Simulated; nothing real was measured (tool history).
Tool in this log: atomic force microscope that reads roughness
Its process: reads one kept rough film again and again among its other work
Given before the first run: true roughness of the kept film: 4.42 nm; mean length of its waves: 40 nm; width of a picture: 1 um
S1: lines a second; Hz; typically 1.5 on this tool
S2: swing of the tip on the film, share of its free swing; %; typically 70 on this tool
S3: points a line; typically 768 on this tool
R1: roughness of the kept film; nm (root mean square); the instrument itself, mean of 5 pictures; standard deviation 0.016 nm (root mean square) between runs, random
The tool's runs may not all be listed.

run	hour	S1	S2	S3	R1
1	0	1.5	70	768	3.314
2	10	1.5	70	768	3.282
3	24.5	1.5	70	768	3.168
4	39.9	1.5	70	768	3.106
5	47.5	1.5	72	768	3.066
6	62.6	1.5	70	768	3.017
# hour 74.6: new tip fitted
7	75.4	1.5	70	768	3.718
8	92.5	1.5	70	768	3.64
9	110.8	1.5	70	768	3.529
10	128.3	1.5	70	768	3.402
11	136.8	1.5	70	768	3.359
12	155	1.5	70	768	3.265
13	162.5	1.5	70	768	3.218
14	175.4	1.5	70	768	3.184
15	182.9	0.7	70	768	3.217
16	193.3	0.55	70	768	3.187
17	201.1	0.55	59	768	3.183
18	212.4	3.24	87	857	2.476
# hour 224.1: new tip fitted
19	228.5	3.24	77	534	3.368
20	244.9	3.24	77	534	3.238
21	253	1.23	71	476	3.589
22	263.7	1.23	71	476	3.505
23	279.1	1.23	71	476	3.414
# hour 281.7: height scale calibrated on a step standard
24	292.5	1.86	61	589	3.374
25	304.1	1	62	768	3.367
26	313.9	1	62	768	3.313
27	327.4	1	62	768	3.238
# hour 335.6: height scale calibrated on a step standard, once more
28	343.7	1	62	768	3.173
29	353	1	62	768	3.165
30	370.6	2.16	67	987	2.97
# hour 375: new tip fitted
31	379.1	0.79	78	341	3.757
32	397.3	2.05	78	883	3.426
33	409.1	2.05	78	883	3.372
34	417.3	0.58	78	751	3.582

Consider 4 possible next runs. They are alternatives, not a sequence: every one starts from the tool as it was left by run 34. What does each give?
A	428	1.5	87	277	?
B	428	1.5	77	408	?
C	428	0.58	71	485	?
D	428	1.84	71	664	?

run	R1
A	3.184
B	3.329
C	3.517
D	3.376
Without the tool's unlogged condition, the same runs would have read:
run	R1
A	3.506
B	3.667
C	3.874
D	3.719

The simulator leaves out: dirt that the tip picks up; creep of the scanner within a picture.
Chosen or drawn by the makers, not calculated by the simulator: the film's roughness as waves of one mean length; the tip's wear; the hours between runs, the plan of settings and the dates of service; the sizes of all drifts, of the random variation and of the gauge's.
